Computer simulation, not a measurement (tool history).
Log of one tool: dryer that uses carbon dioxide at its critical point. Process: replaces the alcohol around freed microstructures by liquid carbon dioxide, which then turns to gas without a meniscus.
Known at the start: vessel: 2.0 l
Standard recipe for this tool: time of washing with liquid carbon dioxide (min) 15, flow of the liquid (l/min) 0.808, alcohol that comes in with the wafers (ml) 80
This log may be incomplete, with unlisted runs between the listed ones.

| run | hour | time of washing with liquid carbon dioxide (min) | flow of the liquid (l/min) | alcohol that comes in with the wafers (ml) | alcohol left in the vessel before it's heated (ppm by volume) |
|---|---|---|---|---|---|
| 1 | 0 | 15 | 0.808 | 80 | 344 |
| 2 | 9 | 15 | 0.808 | 80 | 343 |
| 3 | 19 | 15 | 0.729 | 80 | 537 |
| 4 | 26.5 | 15 | 0.808 | 60 | 261 |
| 5 | 32.4 | 15 | 0.808 | 60 | 257 |
| 6 | 38.6 | 15 | 0.808 | 35 | 162 |
| 7 | 43.4 | 15 | 0.808 | 35 | 156 |
| 8 | 52.8 | 15 | 0.808 | 35 | 158 |
| 9 | 62.7 | 15 | 0.808 | 35 | 154 |
| 10 | 71.5 | 15 | 0.808 | 35 | 155 |
| 11 | 77.3 | 15 | 0.808 | 35 | 153 |
| 12 | 85 | 15 | 0.626 | 80 | 1027 |
| 13 | 90.4 | 9 | 0.808 | 80 | 2242 |
| 14 | 97.7 | 15 | 0.827 | 93 | 365 |
| 15 | 103.1 | 15 | 0.827 | 93 | 384 |
| 16 | 113.5 | 14 | 1.348 | 73 | 38 |
| 17 | 122.5 | 14 | 1.348 | 73 | 42 |
| 18 | 132.6 | 14 | 1.236 | 109 | 70 |
| 19 | 138.6 | 24 | 0.876 | 108 | 27 |
| 20 | 143.1 | 24 | 0.876 | 108 | 26 |

Predict the results of run 21:
| 21 | 153.6 | 21 | 1.348 | 31 | ? |

Logged for run 21: alcohol left in the vessel before it's heated (ppm by volume) 14.
If the tool had no hidden condition, the same run with the same run-to-run variation would have returned alcohol left in the vessel before it's heated (ppm by volume) 7.

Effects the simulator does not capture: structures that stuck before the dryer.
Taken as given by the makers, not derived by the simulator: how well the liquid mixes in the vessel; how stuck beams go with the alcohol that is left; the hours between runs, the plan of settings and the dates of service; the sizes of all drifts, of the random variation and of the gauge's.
